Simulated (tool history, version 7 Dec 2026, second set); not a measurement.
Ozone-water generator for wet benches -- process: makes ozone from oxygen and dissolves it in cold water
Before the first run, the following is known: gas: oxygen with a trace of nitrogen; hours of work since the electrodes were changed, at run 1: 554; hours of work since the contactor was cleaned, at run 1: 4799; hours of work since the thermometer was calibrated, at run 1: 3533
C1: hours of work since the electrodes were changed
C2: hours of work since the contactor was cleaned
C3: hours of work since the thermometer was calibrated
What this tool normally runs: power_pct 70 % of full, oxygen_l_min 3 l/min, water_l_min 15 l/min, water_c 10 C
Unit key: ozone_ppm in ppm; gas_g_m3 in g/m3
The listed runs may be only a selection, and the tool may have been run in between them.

Run 1, hour 0: usual settings; C1 554; C2 4799; C3 3533. Result: ozone_ppm 15.3 ppm, gas_g_m3 156.6 g/m3.
Run 2, hour 56.1: usual settings; C1 594; C2 4840; C3 3573. Result: ozone_ppm 15 ppm, gas_g_m3 155.5 g/m3.
Run 3, hour 132.5: usual settings; C1 650; C2 4895; C3 3629. Result: ozone_ppm 15.2 ppm, gas_g_m3 157.9 g/m3.
Run 4, hour 194: usual settings; C1 694; C2 4939; C3 3673. Result: ozone_ppm 15.6 ppm, gas_g_m3 156.9 g/m3.
Run 5, hour 247.2: usual settings but water_l_min 22 l/min; C1 733; C2 4978; C3 3712. Result: ozone_ppm 10.7 ppm, gas_g_m3 156.9 g/m3.
Run 6, hour 288.1: usual settings but water_l_min 22 l/min; C1 762; C2 5008; C3 3741. Result: ozone_ppm 10.7 ppm, gas_g_m3 156.9 g/m3.
Run 7, hour 323.3: usual settings; C1 788; C2 5033; C3 3767. Result: ozone_ppm 15.3 ppm, gas_g_m3 153.3 g/m3.
Run 8, hour 355.4: usual settings; C1 811; C2 5056; C3 3790. Result: ozone_ppm 15.1 ppm, gas_g_m3 156.7 g/m3.
Run 9, hour 411.8: usual settings; C1 852; C2 5097; C3 3831. Result: ozone_ppm 15 ppm, gas_g_m3 158.1 g/m3.
Run 10, hour 447.1: usual settings but power_pct 44 % of full, water_l_min 16 l/min; C1 877; C2 5123; C3 3857. Result: ozone_ppm 9.3 ppm, gas_g_m3 102.6 g/m3.
Run 11, hour 506: usual settings but power_pct 96 % of full, oxygen_l_min 3.46 l/min, water_l_min 13 l/min, water_c 11 C; C1 920; C2 5165; C3 3899. Result: ozone_ppm 23.6 ppm, gas_g_m3 198.9 g/m3.
Run 12, hour 560.7: usual settings but power_pct 96 % of full, oxygen_l_min 3.46 l/min, water_l_min 13 l/min, water_c 11 C; C1 960; C2 5205; C3 3939. Result: ozone_ppm 23.9 ppm, gas_g_m3 197.7 g/m3.
Run 13, hour 597.9: usual settings but oxygen_l_min 3.04 l/min, water_l_min 10 l/min, water_c 15 C; C1 986; C2 5232; C3 3966. Result: ozone_ppm 19.9 ppm, gas_g_m3 155.6 g/m3.
Run 14, hour 643.1: usual settings but oxygen_l_min 3.04 l/min, water_l_min 10 l/min, water_c 15 C; C1 1019; C2 5265; C3 3998. Result: ozone_ppm 19.5 ppm, gas_g_m3 156.7 g/m3.
Run 15, hour 687: usual settings but oxygen_l_min 2.2 l/min, water_c 12 C; C1 1051; C2 5296; C3 4030. Result: ozone_ppm 13.3 ppm, gas_g_m3 174.4 g/m3.
Run 16, hour 723.5: usual settings but power_pct 45 % of full; C1 1077; C2 5323; C3 4057. Result: ozone_ppm 10.3 ppm, gas_g_m3 104.4 g/m3.
Run 17, hour 797.7: usual settings but power_pct 45 % of full; C1 1131; C2 5376; C3 4110. Result: ozone_ppm 10.3 ppm, gas_g_m3 106.1 g/m3.
Run 18, hour 850.7: usual settings but power_pct 45 % of full, water_l_min 14 l/min; C1 1169; C2 5415; C3 4149. Result: ozone_ppm 10.9 ppm, gas_g_m3 104.4 g/m3.

4 options for the next run, each taken on its own from the tool as it stands now. Forecast them:
Run A, hour 884.2: usual settings but oxygen_l_min 2.26 l/min; C1 1194; C2 5439; C3 4173. Result: ozone_ppm ?, gas_g_m3 ?.
Run B, hour 884.2: usual settings but water_c 14 C; C1 1194; C2 5439; C3 4173. Result: ozone_ppm ?, gas_g_m3 ?.
Run C, hour 884.2: usual settings but power_pct 50 % of full, oxygen_l_min 2.26 l/min, water_l_min 12 l/min; C1 1194; C2 5439; C3 4173. Result: ozone_ppm ?, gas_g_m3 ?.
Run D, hour 884.2: usual settings but power_pct 50 % of full, water_l_min 17 l/min; C1 1194; C2 5439; C3 4173. Result: ozone_ppm ?, gas_g_m3 ?.

run  ozone_ppm  gas_g_m3
  A       13.7     172.5
  B       14.9     155.5
  C       12.6     126.9
  D        9.8     113.7
Without the tool's hidden state the same runs would have given:
run  ozone_ppm  gas_g_m3
  A       13.7     172.6
  B       14.9     155.5
  C       12.6     126.9
  D        9.8     113.8

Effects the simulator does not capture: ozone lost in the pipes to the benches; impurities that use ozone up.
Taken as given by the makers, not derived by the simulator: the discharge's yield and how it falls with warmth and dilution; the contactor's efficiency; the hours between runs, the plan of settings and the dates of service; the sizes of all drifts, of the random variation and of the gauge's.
